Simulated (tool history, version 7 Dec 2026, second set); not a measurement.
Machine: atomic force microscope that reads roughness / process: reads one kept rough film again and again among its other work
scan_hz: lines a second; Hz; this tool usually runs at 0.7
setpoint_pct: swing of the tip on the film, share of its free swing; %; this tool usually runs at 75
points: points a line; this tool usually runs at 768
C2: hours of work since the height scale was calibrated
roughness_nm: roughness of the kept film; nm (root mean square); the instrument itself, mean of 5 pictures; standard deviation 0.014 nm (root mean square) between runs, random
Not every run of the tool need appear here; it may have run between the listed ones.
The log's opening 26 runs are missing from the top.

{"run": 27, "day": 18.179, "scan_hz": 0.7, "setpoint_pct": 84, "points": 832, "pictures with this tip": 95, "C2": 549, "roughness_nm": 3.285}
{"run": 28, "day": 19.062, "scan_hz": 0.7, "setpoint_pct": 84, "points": 832, "pictures with this tip": 130, "C2": 560, "roughness_nm": 3.272}
{"run": 29, "day": 19.767, "scan_hz": 0.7, "setpoint_pct": 84, "points": 832, "pictures with this tip": 158, "C2": 570, "roughness_nm": 3.25}
{"run": 30, "day": 20.654, "scan_hz": 1.493, "setpoint_pct": 84, "points": 719, "pictures with this tip": 194, "C2": 582, "roughness_nm": 3.107}
{"run": 31, "day": 21.392, "scan_hz": 1.493, "setpoint_pct": 84, "points": 719, "pictures with this tip": 223, "C2": 591, "roughness_nm": 3.115}
{"run": 32, "day": 21.854, "scan_hz": 1.493, "setpoint_pct": 84, "points": 719, "pictures with this tip": 241, "C2": 597, "roughness_nm": 3.115}
{"day": 22.238, "done": "new tip fitted"}
{"run": 33, "day": 22.721, "scan_hz": 1.493, "setpoint_pct": 56, "points": 719, "pictures with this tip": 19, "C2": 609, "roughness_nm": 3.367}
{"run": 34, "day": 23.588, "scan_hz": 2.057, "setpoint_pct": 56, "points": 309, "pictures with this tip": 53, "C2": 620, "roughness_nm": 3.295}
{"run": 35, "day": 24.279, "scan_hz": 2.057, "setpoint_pct": 56, "points": 309, "pictures with this tip": 81, "C2": 629, "roughness_nm": 3.325}
{"run": 36, "day": 24.8, "scan_hz": 2.057, "setpoint_pct": 56, "points": 309, "pictures with this tip": 101, "C2": 636, "roughness_nm": 3.342}
{"run": 37, "day": 25.567, "scan_hz": 2.057, "setpoint_pct": 56, "points": 309, "pictures with this tip": 132, "C2": 646, "roughness_nm": 3.297}
{"run": 38, "day": 26.483, "scan_hz": 1.187, "setpoint_pct": 75, "points": 768, "pictures with this tip": 168, "C2": 659, "roughness_nm": 3.273}
{"run": 39, "day": 27.388, "scan_hz": 0.502, "setpoint_pct": 75, "points": 457, "pictures with this tip": 204, "C2": 671, "roughness_nm": 3.327}
{"run": 40, "day": 27.946, "scan_hz": 0.502, "setpoint_pct": 75, "points": 457, "pictures with this tip": 226, "C2": 678, "roughness_nm": 3.335}

Consider 3 possible next runs. They are alternatives, not a sequence: every one starts from the tool as it was left by run 40. What does each give?
{"day": 28.683, "done": "new tip fitted"}
{"run": "A", "day": 28.683, "scan_hz": 0.84, "setpoint_pct": 56, "points": 457, "pictures with this tip": 0, "C2": 687, "roughness_nm": "?"}
{"day": 28.683, "done": "new tip fitted"}
{"run": "B", "day": 28.683, "scan_hz": 1.02, "setpoint_pct": 74, "points": 768, "pictures with this tip": 0, "C2": 687, "roughness_nm": "?"}
{"day": 28.683, "done": "new tip fitted"}
{"run": "C", "day": 28.683, "scan_hz": 3.457, "setpoint_pct": 81, "points": 457, "pictures with this tip": 0, "C2": 687, "roughness_nm": "?"}

run=A roughness_nm=3.375
run=B roughness_nm=3.284
run=C roughness_nm=2.83
With no hidden state in the tool, these same runs would have given:
run=A roughness_nm=3.375
run=B roughness_nm=3.284
run=C roughness_nm=2.83
